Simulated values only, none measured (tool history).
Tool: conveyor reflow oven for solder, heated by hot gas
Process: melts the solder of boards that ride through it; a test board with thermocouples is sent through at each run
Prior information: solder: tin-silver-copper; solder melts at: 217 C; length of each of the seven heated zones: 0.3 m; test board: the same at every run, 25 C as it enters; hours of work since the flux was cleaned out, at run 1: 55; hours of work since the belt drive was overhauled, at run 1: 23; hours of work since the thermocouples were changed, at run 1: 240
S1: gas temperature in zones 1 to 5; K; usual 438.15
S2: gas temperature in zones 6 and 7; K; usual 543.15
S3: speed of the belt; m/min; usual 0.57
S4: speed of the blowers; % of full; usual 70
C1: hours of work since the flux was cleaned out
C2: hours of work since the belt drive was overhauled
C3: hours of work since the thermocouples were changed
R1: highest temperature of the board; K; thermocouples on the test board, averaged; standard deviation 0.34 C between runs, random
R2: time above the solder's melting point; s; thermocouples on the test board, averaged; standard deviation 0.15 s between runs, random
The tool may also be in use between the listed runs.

| run | day | S1 | S2 | S3 | S4 | C1 | C2 | C3 | R1 | R2 |
|---|---|---|---|---|---|---|---|---|---|---|
| 1 | 0 | 438.15 | 543.15 | 0.57 | 70 | 55 | 23 | 240 | 532.35 | 50.2 |
| 2 | 0.796 | 438.15 | 543.15 | 0.57 | 70 | 65 | 33 | 250 | 532.35 | 50.2 |
| 3 | 1.579 | 438.15 | 543.15 | 0.57 | 70 | 75 | 43 | 260 | 531.95 | 50.2 |
| 4 | 2.342 | 438.15 | 541.15 | 0.57 | 70 | 85 | 52 | 270 | 530.85 | 49.2 |
| 5 | 3.108 | 438.15 | 541.15 | 0.57 | 70 | 94 | 62 | 280 | 530.45 | 49.3 |
| 6 | 3.946 | 438.15 | 541.15 | 0.57 | 70 | 105 | 73 | 290 | 529.85 | 49.4 |
| 7 | 4.6 | 438.15 | 541.15 | 0.57 | 70 | 113 | 81 | 298 | 530.35 | 49.2 |
| 8 | 5.508 | 438.15 | 543.15 | 0.57 | 70 | 125 | 92 | 310 | 532.05 | 50 |
| 9 | 6.033 | 433.15 | 543.15 | 0.57 | 70 | 132 | 99 | 317 | 531.45 | 48.3 |
| 10 | 6.571 | 433.15 | 543.15 | 0.57 | 70 | 138 | 106 | 323 | 531.45 | 48.9 |
| 11 | 7.075 | 438.15 | 543.15 | 0.57 | 72 | 145 | 112 | 330 | 531.75 | 50.3 |
| 12 | 8.075 | 438.15 | 543.15 | 0.57 | 70 | 157 | 125 | 343 | 531.85 | 49.8 |
| 13 | 9.154 | 438.15 | 543.15 | 0.57 | 70 | 171 | 139 | 356 | 532.15 | 49.9 |
| 14 | 9.742 | 438.15 | 543.15 | 0.57 | 70 | 179 | 146 | 364 | 531.45 | 49.8 |
| 15 | 10.262 | 438.15 | 543.15 | 0.57 | 70 | 185 | 153 | 370 | 532.45 | 49.7 |
| 16 | 10.821 | 446.15 | 543.15 | 0.57 | 70 | 192 | 160 | 377 | 532.85 | 52.4 |
| 17 | 11.546 | 438.15 | 543.15 | 0.479 | 50 | 202 | 169 | 387 | 532.55 | 60.5 |
| 18 | 12.154 | 438.15 | 543.15 | 0.479 | 50 | 209 | 177 | 394 | 532.95 | 60.5 |
| 19 | 13.192 | 438.15 | 543.15 | 0.479 | 50 | 222 | 190 | 408 | 533.05 | 60.4 |
| 20 | 13.908 | 438.15 | 543.15 | 0.479 | 50 | 231 | 199 | 417 | 532.95 | 60.5 |
| 21 | 14.812 | 438.15 | 542.15 | 0.559 | 80 | 243 | 211 | 428 | 532.55 | 51.8 |
| 22 | 15.333 | 436.15 | 531.15 | 0.474 | 85 | 250 | 217 | 435 | 525.15 | 58.5 |
|  | 15.633 | flux residue cleaned out of gas plates and filters |
| 23 | 16.629 | 435.15 | 549.15 | 0.589 | 89 | 13 | 231 | 449 | 539.15 | 51.2 |
| 24 | 17.579 | 435.15 | 549.15 | 0.589 | 89 | 25 | 243 | 461 | 539.15 | 51.5 |
| 25 | 18.621 | 426.15 | 556.15 | 0.534 | 63 | 38 | 256 | 474 | 543.65 | 56 |
| 26 | 19.688 | 449.15 | 545.15 | 0.534 | 60 | 52 | 270 | 487 | 534.95 | 57.9 |
| 27 | 20.638 | 435.15 | 545.15 | 0.521 | 60 | 64 | 282 | 500 | 534.45 | 55.4 |
| 28 | 21.421 | 435.15 | 545.15 | 0.521 | 60 | 74 | 292 | 509 | 534.25 | 55.5 |
| 29 | 22.517 | 435.15 | 545.15 | 0.521 | 60 | 87 | 306 | 523 | 533.85 | 55.6 |
| 30 | 23.467 | 435.15 | 545.15 | 0.521 | 89 | 99 | 318 | 535 | 537.85 | 58.1 |
| 31 | 24.188 | 429.15 | 545.15 | 0.482 | 69 | 109 | 327 | 545 | 536.45 | 60.6 |

Hidden state or all else? Some run-to-run changes of R1, split into what the settings, what came in and random variation would give without the hidden state, and what is left for the hidden state (with any gauge scatter that isn't in both results):
What the log doesn't record here: heat that the gas passes to the board, % of a clean oven's; belt's true speed, % of the reading; true gas temperature in zones 6 and 7 over the reading, C; drift of the gauge itself on peak_c, C; drift of the gauge itself on liquid_s, %.
Run 12 -> 13: no setting changed, nothing entered. R1 +0.3 K: hidden state -0.2, all else +0.5.
Run 20 -> 21: S2 543.15 -> 542.15, S3 0.479 -> 0.559, S4 50 -> 80. R1 -0.4 K: hidden state -0.4, all else +0.
Run 21 -> 22: S1 438.15 -> 436.15, S2 542.15 -> 531.15, S3 0.559 -> 0.474, S4 80 -> 85. R1 -7.4 K: hidden state +0.2, all else -7.6.
Run 22 -> 23: S1 436.15 -> 435.15, S2 531.15 -> 549.15, S3 0.474 -> 0.589, S4 85 -> 89, flux residue cleaned out of gas plates and filters. R1 +14 K: hidden state +0.6, all else +13.4.
Run 25 -> 26: S1 426.15 -> 449.15, S2 556.15 -> 545.15, S4 63 -> 60. R1 -8.7 K: hidden state -0.1, all else -8.6.
